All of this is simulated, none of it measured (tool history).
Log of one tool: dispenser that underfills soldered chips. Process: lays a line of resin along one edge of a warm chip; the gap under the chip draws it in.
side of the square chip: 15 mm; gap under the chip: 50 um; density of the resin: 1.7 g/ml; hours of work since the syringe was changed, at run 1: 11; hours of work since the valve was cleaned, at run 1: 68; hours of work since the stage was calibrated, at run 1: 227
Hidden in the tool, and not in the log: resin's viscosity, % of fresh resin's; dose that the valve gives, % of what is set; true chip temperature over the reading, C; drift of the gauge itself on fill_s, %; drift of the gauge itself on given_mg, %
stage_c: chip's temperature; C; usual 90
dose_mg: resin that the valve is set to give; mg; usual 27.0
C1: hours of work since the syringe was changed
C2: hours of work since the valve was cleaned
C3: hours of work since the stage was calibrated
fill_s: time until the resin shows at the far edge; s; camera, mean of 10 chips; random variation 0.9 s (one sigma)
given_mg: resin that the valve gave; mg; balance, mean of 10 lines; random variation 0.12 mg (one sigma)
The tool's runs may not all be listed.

{"run": 1, "day": 0.0, "stage_c": 90, "dose_mg": 27.0, "C1": 11, "C2": 68, "C3": 227, "fill_s": 159.5, "given_mg": 26.01}
{"day": 0.058, "done": "new syringe of resin"}
{"run": 2, "day": 0.308, "stage_c": 97, "dose_mg": 27.0, "C1": 5, "C2": 73, "C3": 232, "fill_s": 83.5, "given_mg": 25.94}
{"day": 0.7, "done": "new syringe of resin"}
{"run": 3, "day": 0.721, "stage_c": 97, "dose_mg": 27.0, "C1": 0, "C2": 80, "C3": 239, "fill_s": 66.0, "given_mg": 25.87}
{"run": 4, "day": 1.108, "stage_c": 97, "dose_mg": 27.0, "C1": 7, "C2": 87, "C3": 246, "fill_s": 93.8, "given_mg": 25.66}
{"day": 1.362, "done": "dispensing valve cleaned and set on the balance"}
{"day": 1.404, "done": "new syringe of resin"}
{"run": 5, "day": 1.654, "stage_c": 97, "dose_mg": 27.0, "C1": 4, "C2": 5, "C3": 255, "fill_s": 82.3, "given_mg": 26.93}
{"day": 2.042, "done": "new syringe of resin"}
{"run": 6, "day": 2.042, "stage_c": 86, "dose_mg": 27.0, "C1": 0, "C2": 12, "C3": 262, "fill_s": 107.6, "given_mg": 26.77}
{"run": 7, "day": 2.429, "stage_c": 90, "dose_mg": 23.7, "C1": 7, "C2": 19, "C3": 269, "fill_s": 135.7, "given_mg": 23.59}
{"day": 2.708, "done": "new syringe of resin"}
{"run": 8, "day": 2.712, "stage_c": 90, "dose_mg": 27.0, "C1": 0, "C2": 24, "C3": 274, "fill_s": 89.5, "given_mg": 26.66}
{"run": 9, "day": 3.175, "stage_c": 90, "dose_mg": 27.0, "C1": 8, "C2": 32, "C3": 283, "fill_s": 143.6, "given_mg": 26.38}
{"day": 3.354, "done": "new syringe of resin"}
{"run": 10, "day": 3.729, "stage_c": 100, "dose_mg": 27.0, "C1": 7, "C2": 42, "C3": 292, "fill_s": 86.1, "given_mg": 26.47}

Forecast run 11:
{"day": 4.008, "done": "new syringe of resin"}
{"run": 11, "day": 4.133, "stage_c": 94, "dose_mg": 29.8, "C1": 2, "C2": 49, "C3": 300, "fill_s": "?", "given_mg": "?"}

{"run 11": {"fill_s": 85.6, "given_mg": 28.95}}
Without the tool's hidden state the same run would have given fill_s 69.5 s, given_mg 29.76 mg.
